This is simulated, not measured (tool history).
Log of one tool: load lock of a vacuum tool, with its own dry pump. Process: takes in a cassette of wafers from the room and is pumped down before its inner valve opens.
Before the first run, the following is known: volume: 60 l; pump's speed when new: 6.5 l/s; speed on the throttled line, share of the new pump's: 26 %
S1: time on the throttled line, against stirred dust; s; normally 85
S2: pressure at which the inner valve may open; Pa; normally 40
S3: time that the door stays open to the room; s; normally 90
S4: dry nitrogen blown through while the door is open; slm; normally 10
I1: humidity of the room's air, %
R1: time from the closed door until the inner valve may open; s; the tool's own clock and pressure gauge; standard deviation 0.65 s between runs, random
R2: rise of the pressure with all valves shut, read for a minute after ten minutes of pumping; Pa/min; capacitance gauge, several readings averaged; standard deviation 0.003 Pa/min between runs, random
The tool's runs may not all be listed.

{"run": 1, "day": 0.0, "S1": 85, "S2": 40, "S3": 90, "S4": 10, "I1": 42.9, "R1": 140.7, "R2": 0.349}
{"run": 2, "day": 16.225, "S1": 85, "S2": 40, "S3": 90, "S4": 10, "I1": 44.2, "R1": 141.5, "R2": 0.361}
{"run": 3, "day": 37.704, "S1": 85, "S2": 52, "S3": 90, "S4": 10, "I1": 43.3, "R1": 138.1, "R2": 0.373}
{"run": 4, "day": 50.783, "S1": 85, "S2": 52, "S3": 90, "S4": 10, "I1": 46.2, "R1": 138.3, "R2": 0.39}
{"day": 63.579, "done": "door's seal changed, seat wiped"}
{"run": 5, "day": 70.588, "S1": 85, "S2": 52, "S3": 90, "S4": 10, "I1": 44.4, "R1": 139.3, "R2": 0.028}
{"day": 73.933, "done": "dry pump taken out, an overhauled one fitted"}
{"run": 6, "day": 85.217, "S1": 85, "S2": 52, "S3": 90, "S4": 10, "I1": 43.7, "R1": 133.7, "R2": 0.035}
{"run": 7, "day": 104.896, "S1": 96, "S2": 52, "S3": 44, "S4": 27, "I1": 44.1, "R1": 141.5, "R2": 0.026}
{"run": 8, "day": 122.754, "S1": 96, "S2": 52, "S3": 44, "S4": 27, "I1": 42.7, "R1": 142.5, "R2": 0.029}
{"run": 9, "day": 133.458, "S1": 93, "S2": 62, "S3": 71, "S4": 4, "I1": 40.7, "R1": 137.7, "R2": 0.046}
{"run": 10, "day": 151.546, "S1": 156, "S2": 62, "S3": 71, "S4": 10, "I1": 42.9, "R1": 184.8, "R2": 0.051}

Here are 4 independent what-if runs from the current tool condition. What would each one return?
{"run": "A", "day": 174.133, "S1": 156, "S2": 36, "S3": 113, "S4": 40, "I1": 44.9, "R1": "?", "R2": "?"}
{"run": "B", "day": 174.133, "S1": 77, "S2": 40, "S3": 45, "S4": 10, "I1": 47.1, "R1": "?", "R2": "?"}
{"run": "C", "day": 174.133, "S1": 156, "S2": 62, "S3": 111, "S4": 10, "I1": 46.6, "R1": "?", "R2": "?"}
{"run": "D", "day": 174.133, "S1": 87, "S2": 32, "S3": 90, "S4": 10, "I1": 44.6, "R1": "?", "R2": "?"}

run=A R1=191.3 R2=0.054
run=B R1=130.9 R2=0.058
run=C R1=186.7 R2=0.066
run=D R1=142.1 R2=0.063
Without the tool's unlogged condition, the same runs would have read:
run=A R1=190.5 R2=0.023
run=B R1=129.5 R2=0.028
run=C R1=185.9 R2=0.035
run=D R1=140.8 R2=0.032

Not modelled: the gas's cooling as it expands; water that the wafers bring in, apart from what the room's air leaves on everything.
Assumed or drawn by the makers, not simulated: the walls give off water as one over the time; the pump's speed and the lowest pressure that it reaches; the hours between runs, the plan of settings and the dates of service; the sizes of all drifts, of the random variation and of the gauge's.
